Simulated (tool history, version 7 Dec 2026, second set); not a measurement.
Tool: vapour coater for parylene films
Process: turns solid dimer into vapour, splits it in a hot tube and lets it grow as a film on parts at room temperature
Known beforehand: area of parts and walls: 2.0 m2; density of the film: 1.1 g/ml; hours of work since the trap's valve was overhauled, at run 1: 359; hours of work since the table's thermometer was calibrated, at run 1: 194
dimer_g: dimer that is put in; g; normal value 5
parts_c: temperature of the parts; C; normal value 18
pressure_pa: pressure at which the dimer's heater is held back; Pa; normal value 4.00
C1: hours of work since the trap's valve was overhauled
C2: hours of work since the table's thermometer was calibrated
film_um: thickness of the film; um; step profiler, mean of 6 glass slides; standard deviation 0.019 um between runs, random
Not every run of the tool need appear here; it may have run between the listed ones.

run 1 hour=0.0 | dimer_g=5 parts_c=18 pressure_pa=4.00 | C1=359 C2=194 | film_um=1.58
run 2 hour=18.5 | dimer_g=5 parts_c=18 pressure_pa=4.00 | C1=374 C2=208 | film_um=1.56
run 3 hour=36.6 | dimer_g=5 parts_c=18 pressure_pa=4.00 | C1=387 C2=222 | film_um=1.52
run 4 hour=47.1 | dimer_g=5 parts_c=18 pressure_pa=4.00 | C1=396 C2=230 | film_um=1.56
run 5 hour=57.1 | dimer_g=5 parts_c=18 pressure_pa=4.00 | C1=403 C2=238 | film_um=1.51
run 6 hour=70.2 | dimer_g=5 parts_c=18 pressure_pa=4.00 | C1=413 C2=248 | film_um=1.52
run 7 hour=89.8 | dimer_g=5 parts_c=18 pressure_pa=4.00 | C1=428 C2=263 | film_um=1.54
run 8 hour=100.0 | dimer_g=5 parts_c=18 pressure_pa=4.00 | C1=436 C2=271 | film_um=1.53
run 9 hour=109.6 | dimer_g=5 parts_c=13 pressure_pa=4.00 | C1=443 C2=278 | film_um=1.75
run 10 hour=118.7 | dimer_g=5 parts_c=17 pressure_pa=4.56 | C1=450 C2=285 | film_um=1.52
run 11 hour=132.3 | dimer_g=8 parts_c=22 pressure_pa=4.56 | C1=461 C2=296 | film_um=2.12
run 12 hour=141.9 | dimer_g=2 parts_c=12 pressure_pa=4.00 | C1=468 C2=303 | film_um=0.70
run 13 hour=158.6 | dimer_g=5 parts_c=18 pressure_pa=6.02 | C1=481 C2=316 | film_um=1.41
run 14 hour=179.2 | dimer_g=4 parts_c=13 pressure_pa=3.57 | C1=497 C2=332 | film_um=1.38
run 15 hour=189.7 | dimer_g=3 parts_c=22 pressure_pa=4.00 | C1=505 C2=340 | film_um=0.82

The logged runs with the hidden state left out (each run's random variation unchanged):
The hidden state here: vapour lost through the trap's worn valve, %; true temperature of the parts over the reading, C; drift of the gauge itself on film_um, %.
run=1 film_um=1.78
run=2 film_um=1.77
run=3 film_um=1.74
run=4 film_um=1.78
run=5 film_um=1.74
run=6 film_um=1.75
run=7 film_um=1.78
run=8 film_um=1.77
run=9 film_um=2.03
run=10 film_um=1.77
run=11 film_um=2.48
run=12 film_um=0.82
run=13 film_um=1.65
run=14 film_um=1.63
run=15 film_um=0.96
